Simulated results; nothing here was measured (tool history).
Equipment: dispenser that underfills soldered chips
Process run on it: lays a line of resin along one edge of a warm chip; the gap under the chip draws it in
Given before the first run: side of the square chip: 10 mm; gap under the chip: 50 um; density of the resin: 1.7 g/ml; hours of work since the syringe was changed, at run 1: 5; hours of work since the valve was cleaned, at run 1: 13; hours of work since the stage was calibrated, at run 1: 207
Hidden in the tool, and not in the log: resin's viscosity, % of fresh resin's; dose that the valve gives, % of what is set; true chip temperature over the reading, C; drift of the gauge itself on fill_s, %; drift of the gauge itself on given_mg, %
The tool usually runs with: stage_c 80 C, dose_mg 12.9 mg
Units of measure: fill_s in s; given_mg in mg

| run | hour | stage_c | dose_mg | hours of work since the syringe was changed | hours of work since the valve was cleaned | hours of work since the stage was calibrated | fill_s | given_mg |
|---|---|---|---|---|---|---|---|---|
| 1 | 0.0 | 80 | 12.9 | 5 | 13 | 207 | 92.9 | 12.69 |
|  | 3.7 | new syringe of resin |
| 2 | 9.4 | 80 | 12.9 | 4 | 19 | 213 | 88.2 | 12.63 |
|  | 14.6 | new syringe of resin |
| 3 | 15.0 | 80 | 12.9 | 0 | 22 | 216 | 76.1 | 12.61 |
|  | 25.5 | new syringe of resin |
| 4 | 25.5 | 80 | 12.9 | 0 | 29 | 223 | 72.1 | 12.53 |
| 5 | 34.7 | 72 | 12.9 | 6 | 35 | 229 | 143.2 | 12.36 |
|  | 37.1 | new syringe of resin |
| 6 | 42.6 | 86 | 12.9 | 4 | 40 | 234 | 68.6 | 12.38 |
|  | 47.8 | new syringe of resin |
| 7 | 49.9 | 86 | 12.9 | 1 | 45 | 239 | 59.8 | 12.32 |
|  | 58.9 | new syringe of resin |
| 8 | 60.9 | 86 | 12.9 | 1 | 52 | 246 | 57.8 | 12.29 |
|  | 69.7 | new syringe of resin |
| 9 | 71.3 | 86 | 12.9 | 1 | 58 | 252 | 59.2 | 12.18 |
|  | 81.0 | new syringe of resin |
| 10 | 81.9 | 86 | 12.9 | 1 | 65 | 259 | 57.5 | 12.13 |
|  | 91.8 | new syringe of resin |
| 11 | 92.1 | 86 | 12.9 | 0 | 71 | 265 | 55.5 | 12.16 |
| 12 | 101.1 | 86 | 12.3 | 6 | 77 | 271 | 77.5 | 11.55 |
|  | 102.8 | new syringe of resin |
| 13 | 110.7 | 80 | 14.8 | 5 | 83 | 277 | 94.1 | 13.63 |
|  | 114.2 | new syringe of resin |
| 14 | 121.3 | 80 | 14.8 | 5 | 90 | 284 | 91.5 | 13.66 |
|  | 125.3 | new syringe of resin |
| 15 | 131.0 | 80 | 14.8 | 4 | 96 | 290 | 84.2 | 13.53 |
|  | 136.4 | new syringe of resin |
| 16 | 136.7 | 80 | 14.8 | 0 | 100 | 294 | 70.1 | 13.46 |
|  | 147.2 | new syringe of resin |
| 17 | 147.2 | 84 | 12.9 | 0 | 106 | 300 | 59.8 | 11.60 |
|  | 150.2 | dispensing valve cleaned and set on the balance |
| 18 | 154.2 | 80 | 14.7 | 4 | 3 | 304 | 86.5 | 14.76 |
|  | 159.0 | new syringe of resin |
| 19 | 164.2 | 93 | 12.5 | 3 | 9 | 311 | 48.0 | 12.39 |
|  | 169.9 | new syringe of resin |
| 20 | 171.8 | 93 | 12.5 | 1 | 14 | 315 | 44.0 | 12.55 |
|  | 181.0 | new syringe of resin |
| 21 | 182.6 | 93 | 11.8 | 1 | 21 | 322 | 42.0 | 11.51 |
|  | 192.3 | new syringe of resin |
| 22 | 192.6 | 68 | 13.9 | 0 | 27 | 329 | 125.4 | 13.59 |
| 23 | 200.0 | 82 | 14.7 | 5 | 32 | 333 | 83.1 | 14.19 |
|  | 203.4 | new syringe of resin |
| 24 | 205.2 | 82 | 14.7 | 1 | 35 | 337 | 67.2 | 14.48 |
|  | 214.4 | new syringe of resin |
| 25 | 215.1 | 82 | 12.7 | 0 | 41 | 343 | 65.8 | 12.15 |
|  | 225.4 | new syringe of resin |
| 26 | 226.0 | 84 | 11.3 | 0 | 48 | 350 | 60.9 | 10.78 |
| 27 | 231.2 | 76 | 11.3 | 4 | 52 | 353 | 103.7 | 10.85 |
|  | 236.5 | new syringe of resin |
| 28 | 239.3 | 70 | 12.8 | 2 | 57 | 358 | 125.7 | 12.20 |
|  | 247.5 | new syringe of resin |
| 29 | 249.2 | 79 | 11.6 | 1 | 63 | 365 | 80.2 | 11.20 |

Predict the results of run 30:
| 30 | 255.6 | 79 | 11.6 | 5 | 67 | 369 | ? | ? |

{"run 30": {"fill_s": 100.2, "given_mg": 10.9}}
Without the tool's hidden state the same run would have given fill_s 83.2 s, given_mg 11.53 mg.
